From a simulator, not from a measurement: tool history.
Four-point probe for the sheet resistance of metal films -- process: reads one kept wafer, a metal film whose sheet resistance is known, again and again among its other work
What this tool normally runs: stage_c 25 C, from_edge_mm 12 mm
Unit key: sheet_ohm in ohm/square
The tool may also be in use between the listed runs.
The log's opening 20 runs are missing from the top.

Run 21, hour 943.4: usual settings. Result: sheet_ohm 0.033294 ohm/square.
Run 22, hour 994.7: usual settings. Result: sheet_ohm 0.033284 ohm/square.
Run 23, hour 1035.7: usual settings. Result: sheet_ohm 0.033295 ohm/square.
Run 24, hour 1091.8: usual settings but stage_c 28 C, from_edge_mm 38 mm. Result: sheet_ohm 0.033252 ohm/square.
Run 25, hour 1152.3: usual settings but stage_c 19 C, from_edge_mm 9 mm. Result: sheet_ohm 0.033188 ohm/square.
Run 26, hour 1181.4: usual settings but from_edge_mm 40 mm. Result: sheet_ohm 0.033137 ohm/square.
Run 27, hour 1228.1: usual settings but stage_c 23 C, from_edge_mm 37 mm. Result: sheet_ohm 0.033061 ohm/square.
Run 28, hour 1263.0: usual settings but stage_c 21 C, from_edge_mm 26 mm. Result: sheet_ohm 0.032988 ohm/square.
Run 29, hour 1332.5: usual settings but stage_c 22 C, from_edge_mm 6 mm. Result: sheet_ohm 0.033773 ohm/square.
Run 30, hour 1373.5: usual settings but stage_c 26 C, from_edge_mm 36 mm. Result: sheet_ohm 0.033193 ohm/square.
Run 31, hour 1439.3: usual settings but stage_c 30 C, from_edge_mm 43 mm. Result: sheet_ohm 0.033375 ohm/square.
Run 32, hour 1505.5: usual settings but stage_c 20 C. Result: sheet_ohm 0.033126 ohm/square.
Run 33, hour 1562.5: usual settings but stage_c 20 C, from_edge_mm 36 mm. Result: sheet_ohm 0.032945 ohm/square.
Run 34, hour 1611.3: usual settings but stage_c 20 C, from_edge_mm 36 mm. Result: sheet_ohm 0.032953 ohm/square.
Run 35, hour 1668.6: usual settings but stage_c 21 C, from_edge_mm 36 mm. Result: sheet_ohm 0.032993 ohm/square.
Run 36, hour 1712.9: usual settings but stage_c 28 C, from_edge_mm 25 mm. Result: sheet_ohm 0.033356 ohm/square.
Run 37, hour 1756.7: usual settings but stage_c 20 C. Result: sheet_ohm 0.033148 ohm/square.
Run 38, hour 1810.0: usual settings but stage_c 20 C. Result: sheet_ohm 0.033153 ohm/square.
Run 39, hour 1875.4: usual settings but stage_c 30 C, from_edge_mm 18 mm. Result: sheet_ohm 0.033504 ohm/square.

Forecast each of these 5 alternatives for the next run:
Run A, hour 1912.2: usual settings but stage_c 23 C, from_edge_mm 13 mm. Result: sheet_ohm ?.
Run B, hour 1912.2: usual settings but stage_c 23 C. Result: sheet_ohm ?.
Run C, hour 1912.2: usual settings but stage_c 21 C. Result: sheet_ohm ?.
Run D, hour 1912.2: usual settings but stage_c 35 C, from_edge_mm 52 mm. Result: sheet_ohm ?.
Run E, hour 1912.2: usual settings but stage_c 30 C, from_edge_mm 11 mm. Result: sheet_ohm ?.

run  sheet_ohm
  A   0.033276
  B   0.033303
  C   0.033200
  D   0.033648
  E   0.033669
Without the tool's unlogged condition, the same runs would have read:
run  sheet_ohm
  A   0.033272
  B   0.033299
  C   0.033196
  D   0.033646
  E   0.033666

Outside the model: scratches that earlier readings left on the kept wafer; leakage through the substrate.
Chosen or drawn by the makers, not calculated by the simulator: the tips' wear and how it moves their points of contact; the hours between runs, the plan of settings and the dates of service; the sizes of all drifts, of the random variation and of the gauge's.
